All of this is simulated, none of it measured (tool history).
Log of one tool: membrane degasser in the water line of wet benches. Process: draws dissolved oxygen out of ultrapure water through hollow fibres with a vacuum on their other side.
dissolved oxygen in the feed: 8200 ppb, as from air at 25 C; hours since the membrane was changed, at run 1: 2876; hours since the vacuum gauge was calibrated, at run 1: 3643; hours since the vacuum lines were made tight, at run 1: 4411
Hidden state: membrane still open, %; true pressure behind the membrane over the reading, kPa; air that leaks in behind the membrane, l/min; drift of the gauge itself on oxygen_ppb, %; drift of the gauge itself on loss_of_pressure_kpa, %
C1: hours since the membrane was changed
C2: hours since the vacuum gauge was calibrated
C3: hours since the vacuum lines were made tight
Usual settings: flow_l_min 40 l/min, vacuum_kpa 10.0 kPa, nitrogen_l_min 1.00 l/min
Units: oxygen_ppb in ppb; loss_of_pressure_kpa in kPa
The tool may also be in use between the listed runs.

{"run": 1, "hour": 0.0, "flow_l_min": 40, "vacuum_kpa": 10.0, "nitrogen_l_min": 1.0, "C1": 2876, "C2": 3643, "C3": 4411, "oxygen_ppb": 634.7, "loss_of_pressure_kpa": 49.87}
{"run": 2, "hour": 88.7, "flow_l_min": 40, "vacuum_kpa": 10.0, "nitrogen_l_min": 1.0, "C1": 2965, "C2": 3732, "C3": 4499, "oxygen_ppb": 645.2, "loss_of_pressure_kpa": 50.13}
{"run": 3, "hour": 148.1, "flow_l_min": 53, "vacuum_kpa": 10.0, "nitrogen_l_min": 1.0, "C1": 3024, "C2": 3791, "C3": 4559, "oxygen_ppb": 790.9, "loss_of_pressure_kpa": 66.37}
{"run": 4, "hour": 248.5, "flow_l_min": 53, "vacuum_kpa": 10.0, "nitrogen_l_min": 1.0, "C1": 3124, "C2": 3892, "C3": 4659, "oxygen_ppb": 797.5, "loss_of_pressure_kpa": 66.52}
{"run": 5, "hour": 357.7, "flow_l_min": 45, "vacuum_kpa": 10.0, "nitrogen_l_min": 1.0, "C1": 3234, "C2": 4001, "C3": 4768, "oxygen_ppb": 697.3, "loss_of_pressure_kpa": 56.67}
{"run": 6, "hour": 420.9, "flow_l_min": 45, "vacuum_kpa": 10.0, "nitrogen_l_min": 1.0, "C1": 3297, "C2": 4064, "C3": 4831, "oxygen_ppb": 684.3, "loss_of_pressure_kpa": 56.27}
{"run": 7, "hour": 501.6, "flow_l_min": 45, "vacuum_kpa": 10.0, "nitrogen_l_min": 1.0, "C1": 3378, "C2": 4145, "C3": 4912, "oxygen_ppb": 701.1, "loss_of_pressure_kpa": 56.44}
{"run": 8, "hour": 568.6, "flow_l_min": 45, "vacuum_kpa": 10.0, "nitrogen_l_min": 1.0, "C1": 3445, "C2": 4212, "C3": 4979, "oxygen_ppb": 700.6, "loss_of_pressure_kpa": 56.3}
{"run": 9, "hour": 616.1, "flow_l_min": 40, "vacuum_kpa": 10.0, "nitrogen_l_min": 1.0, "C1": 3492, "C2": 4259, "C3": 5027, "oxygen_ppb": 633.1, "loss_of_pressure_kpa": 49.99}
{"run": 10, "hour": 666.6, "flow_l_min": 40, "vacuum_kpa": 10.0, "nitrogen_l_min": 1.31, "C1": 3543, "C2": 4310, "C3": 5077, "oxygen_ppb": 534.2, "loss_of_pressure_kpa": 49.95}
{"run": 11, "hour": 747.4, "flow_l_min": 40, "vacuum_kpa": 10.0, "nitrogen_l_min": 1.31, "C1": 3623, "C2": 4391, "C3": 5158, "oxygen_ppb": 544.5, "loss_of_pressure_kpa": 50.39}
{"run": 12, "hour": 849.5, "flow_l_min": 40, "vacuum_kpa": 10.0, "nitrogen_l_min": 1.31, "C1": 3725, "C2": 4493, "C3": 5260, "oxygen_ppb": 533.5, "loss_of_pressure_kpa": 50.1}
{"run": 13, "hour": 957.9, "flow_l_min": 40, "vacuum_kpa": 10.0, "nitrogen_l_min": 1.31, "C1": 3834, "C2": 4601, "C3": 5368, "oxygen_ppb": 538.6, "loss_of_pressure_kpa": 50.02}
{"run": 14, "hour": 1045.8, "flow_l_min": 40, "vacuum_kpa": 10.0, "nitrogen_l_min": 1.31, "C1": 3922, "C2": 4689, "C3": 5456, "oxygen_ppb": 547.1, "loss_of_pressure_kpa": 50.16}
{"run": 15, "hour": 1158.6, "flow_l_min": 40, "vacuum_kpa": 9.1, "nitrogen_l_min": 1.31, "C1": 4035, "C2": 4802, "C3": 5569, "oxygen_ppb": 488.4, "loss_of_pressure_kpa": 50.4}
{"run": 16, "hour": 1273.0, "flow_l_min": 37, "vacuum_kpa": 13.0, "nitrogen_l_min": 1.52, "C1": 4149, "C2": 4916, "C3": 5683, "oxygen_ppb": 594.3, "loss_of_pressure_kpa": 46.55}
{"run": 17, "hour": 1339.8, "flow_l_min": 31, "vacuum_kpa": 20.2, "nitrogen_l_min": 0.55, "C1": 4216, "C2": 4983, "C3": 5750, "oxygen_ppb": 1636.9, "loss_of_pressure_kpa": 39.04}
{"run": 18, "hour": 1409.0, "flow_l_min": 47, "vacuum_kpa": 20.2, "nitrogen_l_min": 0.55, "C1": 4285, "C2": 5052, "C3": 5819, "oxygen_ppb": 2052.5, "loss_of_pressure_kpa": 59.48}
{"run": 19, "hour": 1462.3, "flow_l_min": 39, "vacuum_kpa": 10.6, "nitrogen_l_min": 1.0, "C1": 4338, "C2": 5106, "C3": 5873, "oxygen_ppb": 656.8, "loss_of_pressure_kpa": 49.09}
{"run": 20, "hour": 1551.7, "flow_l_min": 50, "vacuum_kpa": 10.3, "nitrogen_l_min": 1.0, "C1": 4428, "C2": 5195, "C3": 5962, "oxygen_ppb": 795.2, "loss_of_pressure_kpa": 62.89}
{"hour": 1636.4, "done": "vacuum gauge calibrated"}
{"run": 21, "hour": 1663.3, "flow_l_min": 40, "vacuum_kpa": 9.2, "nitrogen_l_min": 0.6, "C1": 4539, "C2": 27, "C3": 6073, "oxygen_ppb": 769.5, "loss_of_pressure_kpa": 50.39}
{"run": 22, "hour": 1719.6, "flow_l_min": 39, "vacuum_kpa": 11.5, "nitrogen_l_min": 0.85, "C1": 4595, "C2": 83, "C3": 6130, "oxygen_ppb": 770.1, "loss_of_pressure_kpa": 49.21}
{"run": 23, "hour": 1800.8, "flow_l_min": 40, "vacuum_kpa": 13.3, "nitrogen_l_min": 1.0, "C1": 4676, "C2": 164, "C3": 6211, "oxygen_ppb": 857.2, "loss_of_pressure_kpa": 50.15}
{"run": 24, "hour": 1858.7, "flow_l_min": 40, "vacuum_kpa": 19.9, "nitrogen_l_min": 1.26, "C1": 4734, "C2": 222, "C3": 6269, "oxygen_ppb": 1082.9, "loss_of_pressure_kpa": 50.5}
{"run": 25, "hour": 1936.9, "flow_l_min": 63, "vacuum_kpa": 19.9, "nitrogen_l_min": 1.71, "C1": 4812, "C2": 300, "C3": 6347, "oxygen_ppb": 1273.3, "loss_of_pressure_kpa": 80.16}
{"run": 26, "hour": 2014.6, "flow_l_min": 63, "vacuum_kpa": 19.9, "nitrogen_l_min": 1.71, "C1": 4890, "C2": 378, "C3": 6425, "oxygen_ppb": 1286.5, "loss_of_pressure_kpa": 79.57}
{"run": 27, "hour": 2064.8, "flow_l_min": 40, "vacuum_kpa": 17.7, "nitrogen_l_min": 1.4, "C1": 4940, "C2": 428, "C3": 6475, "oxygen_ppb": 901.4, "loss_of_pressure_kpa": 50.73}
{"run": 28, "hour": 2177.5, "flow_l_min": 55, "vacuum_kpa": 17.7, "nitrogen_l_min": 1.13, "C1": 5053, "C2": 541, "C3": 6588, "oxygen_ppb": 1331.8, "loss_of_pressure_kpa": 69.34}

How the hidden state differs across the entries between the runs, from the last listed run before each to the first after it:
Between runs 20 and 21: vacuum gauge calibrated (hour 1636.4)
  true pressure behind the membrane over the reading, kPa: 0.23 -> 0; air that leaks in behind the membrane, l/min: 0.0113 -> 0.0115
  measured less the result without the state, oxygen_ppb: +31.3 -> +9.1 ppb; loss_of_pressure_kpa: +1.49 -> +1.21 kPa
